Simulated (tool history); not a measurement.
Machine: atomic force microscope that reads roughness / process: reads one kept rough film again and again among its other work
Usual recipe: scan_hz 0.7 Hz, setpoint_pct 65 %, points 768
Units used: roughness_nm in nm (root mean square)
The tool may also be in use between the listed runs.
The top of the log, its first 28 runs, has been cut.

run   hour  scan_hz  setpoint_pct  points  pictures with this tip  hours of work since the height scale was calibrated  roughness_nm
 29  363.9    2.793            65     328                     164                                                  108         2.975
 30  372.6    2.793            65     328                     181                                                  113         2.957
 31  382.5      0.7            85     322                     201                                                  119         3.002
 32  394.4      0.7            85     322                     224                                                  127         2.989
 33  409.9    1.781            57     435                     254                                                  137         3.011
 34  422.2    0.889            57     435                     278                                                  144          3.02
 35  433.4    1.979            57     327                     300                                                  151         2.975
 36  450.8    1.979            74     759                     334                                                  162         2.839
     456.9  -- new tip fitted
 37  465.6    1.248            77     726                      17                                                  171          3.14
 38  477.7     1.02            71     263                      40                                                  179         3.161
 39  493.9    2.769            76     587                      72                                                  189         2.929
 40  512.4    2.769            76     587                     108                                                  201         2.906
 41  527.3    2.769            76     587                     137                                                  210         2.907
 42  536.4    0.746            71     768                     155                                                  216         3.111
 43  554.2    1.073            65     390                     190                                                  227         3.081
 44  571.5    3.541            59     332                     223                                                  238         2.973
 45  586.9    2.988            76     768                     253                                                  247         2.805
 46  596.6     1.27            82     371                     272                                                  253         2.886
 47  613.5      0.7            65     337                     305                                                  264         3.006
 48  627.6      0.7            65     337                     333                                                  273         3.007
     634.7  -- new tip fitted
 49  640.7    1.737            84     513                      11                                                  281         2.992
 50  652.5    0.599            57     471                      34                                                  288         3.245

Predict each of these 3 candidate next runs independently; none follows another, all start after run 50:
  A  667.5      0.7            65     871                      64                                                  297             ?
  B  667.5    1.684            57     348                      64                                                  297             ?
  C  667.5    0.599            57     739                      64                                                  297             ?

run  roughness_nm
  A         3.208
  B         3.171
  C         3.221
The same runs, with their run-to-run variation unchanged, on a tool lacking any hidden condition would have given:
run  roughness_nm
  A         3.291
  B         3.253
  C         3.303

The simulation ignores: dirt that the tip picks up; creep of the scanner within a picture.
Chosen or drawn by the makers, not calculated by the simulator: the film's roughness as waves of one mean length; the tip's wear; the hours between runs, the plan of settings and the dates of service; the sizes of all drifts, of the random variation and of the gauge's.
